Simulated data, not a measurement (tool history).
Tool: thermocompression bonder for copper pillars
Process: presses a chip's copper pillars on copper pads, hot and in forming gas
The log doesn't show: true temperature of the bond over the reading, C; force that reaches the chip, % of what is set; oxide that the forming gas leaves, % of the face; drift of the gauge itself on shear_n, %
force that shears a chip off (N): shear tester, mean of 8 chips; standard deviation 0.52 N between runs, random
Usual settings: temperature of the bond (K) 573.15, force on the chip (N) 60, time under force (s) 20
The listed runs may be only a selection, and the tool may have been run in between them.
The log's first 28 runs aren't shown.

| run | hour | temperature of the bond (K) | force on the chip (N) | time under force (s) | hours of work since the heater was calibrated | hours of work since the force cell was calibrated | hours of work since the gas filter was changed | force that shears a chip off (N) |
|---|---|---|---|---|---|---|---|---|
| 29 | 591.6 | 579.15 | 53 | 27 | 420 | 548 | 113 | 50.8 |
| 30 | 618.5 | 574.15 | 60 | 20 | 437 | 565 | 130 | 49.9 |
| 31 | 635.3 | 574.15 | 60 | 20 | 447 | 575 | 141 | 49.0 |
| 32 | 647.5 | 585.15 | 40 | 20 | 455 | 583 | 148 | 36.8 |
| 33 | 668.6 | 594.15 | 48 | 11 | 468 | 596 | 161 | 39.2 |
| 34 | 686.0 | 561.15 | 54 | 26 | 479 | 607 | 172 | 43.1 |
| 35 | 705.9 | 563.15 | 75 | 19 | 491 | 619 | 185 | 53.8 |
| 36 | 728.3 | 555.15 | 39 | 15 | 505 | 633 | 199 | 22.1 |
| 37 | 755.2 | 555.15 | 39 | 15 | 522 | 650 | 215 | 22.7 |
| 38 | 775.3 | 555.15 | 58 | 16 | 535 | 663 | 228 | 36.1 |
| 39 | 799.2 | 564.15 | 37 | 36 | 550 | 678 | 243 | 34.3 |

Predict each of these 3 candidate next runs independently; none follows another, all start after run 39:
| A | 815.4 | 564.15 | 47 | 36 | 560 | 688 | 253 | ? |
| B | 815.4 | 564.15 | 45 | 36 | 560 | 688 | 253 | ? |
| C | 815.4 | 564.15 | 52 | 35 | 560 | 688 | 253 | ? |

| run | force that shears a chip off (N) |
|---|---|
| A | 43.6 |
| B | 41.9 |
| C | 47.9 |
With no hidden state in the tool, these same runs would have given:
| run | force that shears a chip off (N) |
|---|---|
| A | 43.7 |
| B | 42.0 |
| C | 48.0 |

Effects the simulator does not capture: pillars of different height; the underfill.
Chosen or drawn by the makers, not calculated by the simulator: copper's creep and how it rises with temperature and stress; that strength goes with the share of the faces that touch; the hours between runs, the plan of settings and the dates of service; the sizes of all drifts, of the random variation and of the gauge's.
